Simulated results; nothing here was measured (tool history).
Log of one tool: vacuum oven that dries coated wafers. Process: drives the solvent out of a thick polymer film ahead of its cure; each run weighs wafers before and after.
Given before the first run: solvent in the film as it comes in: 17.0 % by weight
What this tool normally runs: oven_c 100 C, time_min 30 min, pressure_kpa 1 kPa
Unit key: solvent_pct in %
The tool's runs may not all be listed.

{"run": 1, "day": 0.0, "oven_c": 100, "time_min": 30, "pressure_kpa": 1, "solvent_pct": 0.9}
{"run": 2, "day": 0.842, "oven_c": 100, "time_min": 15, "pressure_kpa": 1, "solvent_pct": 2.47}
{"run": 3, "day": 1.354, "oven_c": 100, "time_min": 30, "pressure_kpa": 1, "solvent_pct": 0.91}
{"run": 4, "day": 2.008, "oven_c": 102, "time_min": 30, "pressure_kpa": 1, "solvent_pct": 0.83}
{"run": 5, "day": 2.496, "oven_c": 102, "time_min": 30, "pressure_kpa": 1, "solvent_pct": 0.85}
{"run": 6, "day": 3.221, "oven_c": 102, "time_min": 30, "pressure_kpa": 1, "solvent_pct": 0.74}
{"run": 7, "day": 3.729, "oven_c": 105, "time_min": 30, "pressure_kpa": 1, "solvent_pct": 0.71}
{"run": 8, "day": 4.379, "oven_c": 105, "time_min": 30, "pressure_kpa": 1, "solvent_pct": 0.71}
{"run": 9, "day": 5.029, "oven_c": 88, "time_min": 30, "pressure_kpa": 1, "solvent_pct": 3.23}
{"day": 5.517, "done": "oven's thermocouples calibrated"}
{"run": 10, "day": 5.662, "oven_c": 97, "time_min": 21, "pressure_kpa": 1.5, "solvent_pct": 2.96}
{"run": 11, "day": 6.721, "oven_c": 113, "time_min": 20, "pressure_kpa": 1.09, "solvent_pct": 0.66}
{"run": 12, "day": 7.633, "oven_c": 112, "time_min": 41, "pressure_kpa": 0.61, "solvent_pct": 0.33}
{"run": 13, "day": 8.7, "oven_c": 112, "time_min": 23, "pressure_kpa": 0.61, "solvent_pct": 0.41}
{"run": 14, "day": 9.321, "oven_c": 104, "time_min": 46, "pressure_kpa": 1.53, "solvent_pct": 1.12}
{"run": 15, "day": 10.308, "oven_c": 97, "time_min": 17, "pressure_kpa": 0.58, "solvent_pct": 3.25}
{"run": 16, "day": 10.908, "oven_c": 97, "time_min": 17, "pressure_kpa": 0.58, "solvent_pct": 3.08}

What if the next run were any one of these 4? Each begins from the tool's condition after run 16:
{"run": "A", "day": 11.425, "oven_c": 92, "time_min": 16, "pressure_kpa": 1, "solvent_pct": "?"}
{"run": "B", "day": 11.425, "oven_c": 96, "time_min": 30, "pressure_kpa": 0.53, "solvent_pct": "?"}
{"run": "C", "day": 11.425, "oven_c": 97, "time_min": 17, "pressure_kpa": 3.63, "solvent_pct": "?"}
{"run": "D", "day": 11.425, "oven_c": 100, "time_min": 19, "pressure_kpa": 1, "solvent_pct": "?"}

run=A solvent_pct=5.48
run=B solvent_pct=1.39
run=C solvent_pct=5.56
run=D solvent_pct=2.19
What these runs would have given with no unlogged condition in the tool:
run=A solvent_pct=5.63
run=B solvent_pct=1.45
run=C solvent_pct=5.7
run=D solvent_pct=2.28

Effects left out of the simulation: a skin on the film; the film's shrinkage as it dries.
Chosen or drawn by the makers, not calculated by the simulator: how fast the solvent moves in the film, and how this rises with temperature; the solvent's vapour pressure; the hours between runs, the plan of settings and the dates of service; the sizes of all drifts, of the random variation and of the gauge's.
